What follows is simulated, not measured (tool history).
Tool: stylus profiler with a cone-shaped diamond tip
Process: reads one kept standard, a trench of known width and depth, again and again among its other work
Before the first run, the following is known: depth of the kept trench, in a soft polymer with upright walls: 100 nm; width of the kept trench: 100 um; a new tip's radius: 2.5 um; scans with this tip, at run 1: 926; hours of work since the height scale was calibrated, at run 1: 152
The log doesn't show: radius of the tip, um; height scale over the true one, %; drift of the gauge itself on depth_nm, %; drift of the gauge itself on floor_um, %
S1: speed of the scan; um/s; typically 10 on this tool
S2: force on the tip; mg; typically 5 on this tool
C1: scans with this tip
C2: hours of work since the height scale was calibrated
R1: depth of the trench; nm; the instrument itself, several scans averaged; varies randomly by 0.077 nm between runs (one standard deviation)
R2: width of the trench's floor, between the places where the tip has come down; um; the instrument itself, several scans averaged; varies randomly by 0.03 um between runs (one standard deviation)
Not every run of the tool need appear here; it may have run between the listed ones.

run,hour,S1,S2,C1,C2,R1,R2
1,0,10,5,926,152,101.05,98.49
2,11.5,10,5,981,161,101.09,98.5
3,30,10,5,1068,176,101.08,98.49
4,47.4,10,1.85,1151,189,100.57,98.46
5,60.9,10,2.96,1214,200,100.74,98.46
6,70.2,10,6.13,1258,207,101.3,98.54
7,88.3,10,6.13,1344,221,101.26,98.54
8,98.5,5,5,1392,229,101.1,98.45
9,118.1,5,5,1485,244,101.14,98.49
10,134.4,5,5,1562,257,101.23,98.41
11,148.4,21,5,1628,268,101.14,98.42
12,164.6,10,5,1704,280,101.03,98.48
13,177.2,29,5,1764,290,101.06,98.38
14,192.1,29,5,1835,302,101.15,98.42
15,211.5,29,5,1926,317,100.93,98.42
16,230,13,5,2014,331,100.99,98.43
17,249.4,10,5,2105,346,101.02,98.44
18,260.6,22,5,2158,355,101.06,98.41
19,276.6,8,8.7,2234,367,101.57,98.45
20,293.7,10,2.78,2315,381,100.79,98.42
21,310.5,3,3.66,2394,394,100.68,98.47
22,319.5,8,1.94,2437,401,100.43,98.45
23,337.7,10,5,2523,415,101.09,98.39
24,347.9,5,6.31,2571,423,101.32,98.45
25,362.3,5,1.68,2639,434,100.39,98.42
26,372.3,7,1.89,2687,442,100.62,98.37
27,385.3,9,7.17,2748,452,101.35,98.42
28,403.3,9,7.17,2833,466,101.37,98.42
29,414.1,9,7.17,2884,474,101.35,98.4
30,431.2,10,10.89,2965,488,101.73,98.37
31,447,7,7.44,3040,500,101.38,98.36
32,458.7,20,7.44,3095,509,101.47,98.3
33,470.3,10,3.95,3150,518,100.77,98.42
34,488.3,11,2.49,3235,532,100.54,98.32
35,505.4,11,2.49,3316,545,100.58,98.39

Branching from run 35: 3 alternative next runs. What would each branch give?
A,517.9,20,5,3375,555,?,?
B,517.9,2,5.46,3375,555,?,?
C,517.9,3,8.07,3375,555,?,?

run,R1,R2
A,100.99,98.32
B,100.97,98.34
C,101.22,98.4
Without the tool's hidden state the same runs would have given:
run,R1,R2
A,101.15,98.52
B,101.13,98.54
C,101.38,98.6
